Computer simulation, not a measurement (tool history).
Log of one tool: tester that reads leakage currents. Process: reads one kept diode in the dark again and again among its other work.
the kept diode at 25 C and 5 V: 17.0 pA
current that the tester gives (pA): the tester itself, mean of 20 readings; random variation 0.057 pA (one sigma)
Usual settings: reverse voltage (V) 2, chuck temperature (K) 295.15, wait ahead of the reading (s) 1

run,hour,reverse voltage (V),chuck temperature (K),wait ahead of the reading (s),current that the tester gives (pA)
1,0,2,295.15,1,8.5
# hour 100.7: chuck's temperature calibrated
2,104.9,2,295.15,1,9.9
3,186.5,4.28,295.15,1,15.68
4,235.9,4.28,295.15,1,15.79
5,299.9,2,295.15,9.01,9.5
6,382.5,2,295.15,9.01,9.39
# hour 398.7: probe card cleaned and baked
7,455.3,2,295.15,9.01,8.06
8,541,2,301.15,0.3,15.32
9,588,2,301.15,0.3,15.3
10,650.7,1.76,315.15,1.62,40.78
11,734.7,1.76,294.15,6.41,6.73
12,803.5,6.85,302.15,0.59,30.52
13,915,10.73,324.15,1.69,199.39
14,1009,8.71,322.15,0.54,157.09

5 ways to go on from here, each from the tool as it stands after run 14. What would each give?
A,1100.8,2,295.15,2.43,?
B,1100.8,19.32,295.15,0.38,?
C,1100.8,10.23,297.15,1,?
D,1100.8,4.18,319.15,0.71,?
E,1100.8,5.02,312.15,0.48,?

run,current that the tester gives (pA)
A,8.05
B,39.88
C,24.71
D,85.04
E,55.43
Without the tool's hidden state the same runs would have given:
run,current that the tester gives (pA)
A,8.44
B,39.7
C,25.21
D,90.71
E,58.85
